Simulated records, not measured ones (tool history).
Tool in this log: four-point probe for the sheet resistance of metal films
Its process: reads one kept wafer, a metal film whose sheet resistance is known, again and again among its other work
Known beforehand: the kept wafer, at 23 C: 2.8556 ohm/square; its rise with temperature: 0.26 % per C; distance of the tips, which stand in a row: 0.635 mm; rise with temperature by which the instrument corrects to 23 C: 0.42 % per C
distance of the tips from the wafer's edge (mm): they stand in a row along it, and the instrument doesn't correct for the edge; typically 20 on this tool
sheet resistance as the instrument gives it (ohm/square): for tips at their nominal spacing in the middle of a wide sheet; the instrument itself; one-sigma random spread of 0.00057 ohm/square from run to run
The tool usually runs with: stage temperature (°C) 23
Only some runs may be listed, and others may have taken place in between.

run	day	stage temperature (°C)	distance of the tips from the wafer's edge (mm)	sheet resistance as the instrument gives it (ohm/square)
1	0	23	20	2.870882
2	3.433	23	20	2.871351
# day 4.279: new probe head fitted
3	5.667	23	4	2.886873
4	9.162	23	20	2.852559
# day 11.038: stage's thermometer calibrated
5	11.088	23	20	2.856235
6	15.138	23	20	2.857372
7	18.762	23	9	2.863961
8	21.792	18	20	2.881064
9	25.804	18	20	2.883205
10	29.912	23	20	2.863579
# day 33.188: stage's thermometer calibrated, once more
11	33.296	23	20	2.854808
12	37.238	23	10	2.859114
13	39.092	23	10	2.861031
14	42.804	23	10	2.861616
15	44.629	23	10	2.862363
16	47.758	23	10	2.863363
17	51.771	18	6	2.8983
18	53.596	26	17	2.847401
19	55.529	27	3	2.909563
20	58.542	27	3	2.910324
21	61.979	22	3	2.934018
22	63.925	31	4	2.866782
23	65.612	31	63	2.829245
24	69.479	23	8	2.874653
25	72.496	23	8	2.874675
26	74.946	30	7	2.849267
27	77.717	34	7	2.832832
28	79.388	25	24	2.860764

Below are 5 alternative next runs, each starting from the tool's condition after run 28. Predict each:
A	82.7	23	9	?
B	82.7	29	20	?
C	82.7	23	45	?
D	82.7	25	55	?
E	82.7	28	23	?

run	sheet resistance as the instrument gives it (ohm/square)
A	2.875944
B	2.844027
C	2.868542
D	2.860193
E	2.848056
With the hidden condition removed and each run's random variation left untouched, the same runs would have given:
run	sheet resistance as the instrument gives it (ohm/square)
A	2.863074
B	2.83134
C	2.855704
D	2.847406
E	2.835343

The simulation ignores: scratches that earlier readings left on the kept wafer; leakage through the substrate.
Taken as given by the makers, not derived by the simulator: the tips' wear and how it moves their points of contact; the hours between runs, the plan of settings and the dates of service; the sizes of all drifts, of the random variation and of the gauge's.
